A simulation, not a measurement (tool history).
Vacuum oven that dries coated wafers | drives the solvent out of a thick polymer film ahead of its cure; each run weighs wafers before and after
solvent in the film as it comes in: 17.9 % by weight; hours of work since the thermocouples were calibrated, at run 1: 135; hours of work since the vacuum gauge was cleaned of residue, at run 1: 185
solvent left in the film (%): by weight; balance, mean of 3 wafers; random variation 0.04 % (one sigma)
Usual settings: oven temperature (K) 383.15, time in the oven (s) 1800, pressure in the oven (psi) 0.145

run	hour	oven temperature (K)	time in the oven (s)	pressure in the oven (psi)	hours of work since the thermocouples were calibrated	hours of work since the vacuum gauge was cleaned of residue	solvent left in the film (%)
1	0.0	383.15	1800	0.145	135	185	4.51
2	22.5	383.15	1800	0.145	144	194	4.45
3	34.5	383.15	2040	0.145	149	200	3.78
4	45.3	383.15	2040	0.145	154	204	3.81
5	67.0	383.15	1800	0.564	163	214	5.45
6	92.4	383.15	1800	0.564	174	224	5.38
7	111.7	396.15	1800	0.145	183	233	1.19
8	124.3	383.15	1800	0.141	188	238	4.38
9	138.4	383.15	1800	0.141	194	244	4.44
10	150.3	383.15	1800	0.141	199	249	4.31
11	165.2	383.15	1800	0.141	206	256	4.38
12	180.5	383.15	1800	0.141	212	263	4.35
13	193.1	383.15	1800	0.145	218	268	4.33
14	211.5	383.15	1800	0.145	226	276	4.39
15	227.1	383.15	1800	0.145	232	283	4.33
16	239.4	383.15	1800	0.145	238	288	4.41
17	256.7	383.15	1980	0.145	245	295	3.86
18	275.1	383.15	1800	0.381	253	303	4.85
19	297.4	383.15	1800	0.145	263	313	4.38
20	317.5	383.15	1800	0.145	271	322	4.38
21	333.6	383.15	1800	0.145	278	329	4.31
22	358.2	383.15	1800	0.145	289	339	4.36
23	373.0	383.15	1800	0.145	295	346	4.22
24	394.0	383.15	1800	0.145	304	355	4.33
25	414.7	390.15	1080	0.432	313	364	5.20
26	434.8	390.15	1080	0.432	322	372	5.16
27	451.3	390.15	1080	0.432	329	379	5.20
28	474.4	377.15	1500	0.078	339	389	7.05
29	497.7	377.15	1500	0.078	349	399	7.13
30	509.1	377.15	1500	0.078	354	404	7.23
31	530.3	377.15	960	0.132	363	413	9.19
32	553.0	371.15	1320	0.109	373	423	9.67
33	565.6	383.15	2640	0.571	378	429	3.60
34	581.2	372.15	2400	0.123	385	435	6.52
35	596.0	372.15	2400	0.123	392	442	6.56
36	607.2	372.15	2400	0.123	396	447	6.41
37	622.6	395.15	1140	0.123	403	453	2.87
38	645.6	390.15	2820	0.123	413	463	0.93
39	660.1	390.15	3060	0.123	419	469	0.82
40	675.9	390.15	3060	0.123	426	476	0.82
41	698.2	383.15	1020	0.088	436	486	7.11
42	713.2	383.15	1020	0.088	442	492	7.10
43	727.9	383.15	1020	0.088	448	499	7.09

The same runs without the tool's hidden state, with the same run-to-run variation:
The hidden state here: true wafer temperature over the reading, C; true pressure over the reading, kPa; drift of the gauge itself on solvent_pct, %.
run	solvent left in the film (%)
1	4.33
2	4.27
3	3.61
4	3.64
5	5.28
6	5.21
7	1.12
8	4.22
9	4.29
10	4.17
11	4.24
12	4.21
13	4.19
14	4.26
15	4.21
16	4.28
17	3.74
18	4.74
19	4.27
20	4.28
21	4.21
22	4.26
23	4.14
24	4.24
25	5.13
26	5.09
27	5.14
28	6.99
29	7.07
30	7.17
31	9.15
32	9.63
33	3.56
34	6.47
35	6.52
36	6.37
37	2.85
38	0.91
39	0.80
40	0.79
41	7.11
42	7.10
43	7.10

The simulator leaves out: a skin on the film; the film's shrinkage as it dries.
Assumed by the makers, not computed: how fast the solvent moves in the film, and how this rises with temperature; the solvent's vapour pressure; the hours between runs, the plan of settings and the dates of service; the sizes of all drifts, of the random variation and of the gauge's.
